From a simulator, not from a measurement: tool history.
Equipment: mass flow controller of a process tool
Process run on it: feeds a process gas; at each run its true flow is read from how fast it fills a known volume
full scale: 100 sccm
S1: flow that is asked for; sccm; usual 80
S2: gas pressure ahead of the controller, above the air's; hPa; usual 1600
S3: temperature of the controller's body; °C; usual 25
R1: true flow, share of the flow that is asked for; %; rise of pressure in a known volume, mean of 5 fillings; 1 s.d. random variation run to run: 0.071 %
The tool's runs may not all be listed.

{"run": 1, "hour": 0.0, "S1": 80, "S2": 1600, "S3": 25, "R1": 99.29}
{"run": 2, "hour": 44.4, "S1": 80, "S2": 1600, "S3": 25, "R1": 99.4}
{"run": 3, "hour": 85.0, "S1": 26, "S2": 1600, "S3": 25, "R1": 97.74}
{"run": 4, "hour": 146.9, "S1": 80, "S2": 1600, "S3": 25, "R1": 99.45}
{"run": 5, "hour": 220.9, "S1": 80, "S2": 1600, "S3": 25, "R1": 99.36}
{"run": 6, "hour": 257.1, "S1": 80, "S2": 1600, "S3": 25, "R1": 99.3}
{"run": 7, "hour": 309.9, "S1": 34, "S2": 1600, "S3": 25, "R1": 97.92}
{"run": 8, "hour": 359.1, "S1": 34, "S2": 1600, "S3": 25, "R1": 97.73}
{"run": 9, "hour": 414.3, "S1": 34, "S2": 1600, "S3": 25, "R1": 97.87}
{"run": 10, "hour": 475.6, "S1": 34, "S2": 1600, "S3": 36, "R1": 96.9}
{"run": 11, "hour": 539.3, "S1": 34, "S2": 1600, "S3": 36, "R1": 97.05}
{"run": 12, "hour": 578.3, "S1": 14, "S2": 1600, "S3": 29, "R1": 96.4}
{"run": 13, "hour": 654.8, "S1": 14, "S2": 1480, "S3": 25, "R1": 96.71}
{"run": 14, "hour": 713.8, "S1": 14, "S2": 1480, "S3": 25, "R1": 96.61}
{"run": 15, "hour": 788.9, "S1": 14, "S2": 1480, "S3": 25, "R1": 96.39}
{"run": 16, "hour": 844.5, "S1": 80, "S2": 2250, "S3": 36, "R1": 97.94}
{"run": 17, "hour": 914.1, "S1": 80, "S2": 2250, "S3": 36, "R1": 98.03}
{"run": 18, "hour": 965.5, "S1": 80, "S2": 2250, "S3": 36, "R1": 97.8}
{"run": 19, "hour": 1008.9, "S1": 80, "S2": 2250, "S3": 36, "R1": 97.99}
{"run": 20, "hour": 1092.5, "S1": 80, "S2": 2250, "S3": 36, "R1": 98.08}
{"run": 21, "hour": 1172.0, "S1": 69, "S2": 2480, "S3": 20, "R1": 98.8}

Below are 3 alternative next runs, each starting from the tool's condition after run 21. Predict each:
{"run": "A", "hour": 1244.7, "S1": 83, "S2": 1610, "S3": 25, "R1": "?"}
{"run": "B", "hour": 1244.7, "S1": 98, "S2": 1650, "S3": 34, "R1": "?"}
{"run": "C", "hour": 1244.7, "S1": 69, "S2": 2480, "S3": 32, "R1": "?"}

run=A R1=98.97
run=B R1=98.61
run=C R1=97.89
The same runs, with their run-to-run variation unchanged, on a tool lacking any hidden condition would have given:
run=A R1=99.64
run=B R1=99.25
run=C R1=98.62
